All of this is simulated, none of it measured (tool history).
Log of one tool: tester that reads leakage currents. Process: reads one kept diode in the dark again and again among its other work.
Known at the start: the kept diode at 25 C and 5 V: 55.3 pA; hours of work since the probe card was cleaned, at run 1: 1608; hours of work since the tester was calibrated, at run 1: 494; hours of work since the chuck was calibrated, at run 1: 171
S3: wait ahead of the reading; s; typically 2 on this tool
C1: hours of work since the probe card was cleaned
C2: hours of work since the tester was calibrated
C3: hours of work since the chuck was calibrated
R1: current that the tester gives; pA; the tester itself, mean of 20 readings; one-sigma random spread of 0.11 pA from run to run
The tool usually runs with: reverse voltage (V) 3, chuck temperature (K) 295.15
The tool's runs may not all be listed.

run 1 hour=0 | reverse_voltage_(V)=3 chuck_temperature_(K)=295.15 S3=2 | C1=1608 C2=494 C3=171 | R1=31.87
run 2 hour=58.3 | reverse_voltage_(V)=3 chuck_temperature_(K)=295.15 S3=2 | C1=1641 C2=527 C3=204 | R1=31.79
run 3 hour=101.3 | reverse_voltage_(V)=3 chuck_temperature_(K)=295.15 S3=2 | C1=1666 C2=551 C3=229 | R1=31.83
run 4 hour=148.4 | reverse_voltage_(V)=3 chuck_temperature_(K)=295.15 S3=2 | C1=1692 C2=578 C3=256 | R1=31.49
run 5 hour=193.4 | reverse_voltage_(V)=3 chuck_temperature_(K)=305.15 S3=2 | C1=1718 C2=604 C3=281 | R1=76.25
run 6 hour=257.2 | reverse_voltage_(V)=3 chuck_temperature_(K)=305.15 S3=2 | C1=1754 C2=640 C3=317 | R1=75.6
run 7 hour=308 | reverse_voltage_(V)=3 chuck_temperature_(K)=305.15 S3=2 | C1=1783 C2=669 C3=346 | R1=75.61
run 8 hour=372 | reverse_voltage_(V)=2.11 chuck_temperature_(K)=295.15 S3=2 | C1=1820 C2=705 C3=383 | R1=25.02
run 9 hour=413.2 | reverse_voltage_(V)=3 chuck_temperature_(K)=295.15 S3=2 | C1=1843 C2=729 C3=406 | R1=30.88
run 10 hour=470 | reverse_voltage_(V)=3 chuck_temperature_(K)=295.15 S3=2 | C1=1875 C2=761 C3=438 | R1=30.4
run 11 hour=508.3 | reverse_voltage_(V)=3 chuck_temperature_(K)=295.15 S3=2 | C1=1897 C2=783 C3=460 | R1=30.49
run 12 hour=540.1 | reverse_voltage_(V)=3 chuck_temperature_(K)=295.15 S3=2 | C1=1915 C2=801 C3=478 | R1=30.49
run 13 hour=599.5 | reverse_voltage_(V)=3 chuck_temperature_(K)=295.15 S3=2 | C1=1949 C2=835 C3=512 | R1=30.2
run 14 hour=655.5 | reverse_voltage_(V)=3 chuck_temperature_(K)=295.15 S3=2 | C1=1981 C2=866 C3=544 | R1=30.1
run 15 hour=721.3 | reverse_voltage_(V)=3 chuck_temperature_(K)=315.15 S3=2 | C1=2018 C2=904 C3=581 | R1=169.37
run 16 hour=759.4 | reverse_voltage_(V)=4.19 chuck_temperature_(K)=296.15 S3=4.98 | C1=2040 C2=926 C3=603 | R1=39.52
run 17 hour=810.4 | reverse_voltage_(V)=8.71 chuck_temperature_(K)=318.15 S3=7.23 | C1=2069 C2=955 C3=632 | R1=398.19
run 18 hour=871.6 | reverse_voltage_(V)=2.27 chuck_temperature_(K)=299.15 S3=6.53 | C1=2104 C2=989 C3=667 | R1=35.44
run 19 hour=915.2 | reverse_voltage_(V)=2.21 chuck_temperature_(K)=305.15 S3=2.54 | C1=2128 C2=1014 C3=692 | R1=59.23
run 20 hour=944.5 | reverse_voltage_(V)=2.21 chuck_temperature_(K)=305.15 S3=2.54 | C1=2145 C2=1031 C3=708 | R1=58.99

Predict the results of run 21:
run 21 hour=988.9 | reverse_voltage_(V)=3 chuck_temperature_(K)=320.15 S3=2 | C1=2170 C2=1056 C3=733 | R1=?

Run 21 came out at R1 247.71 pA.
The same run, on a tool lacking any hidden state, would have yielded R1 276.81 pA.
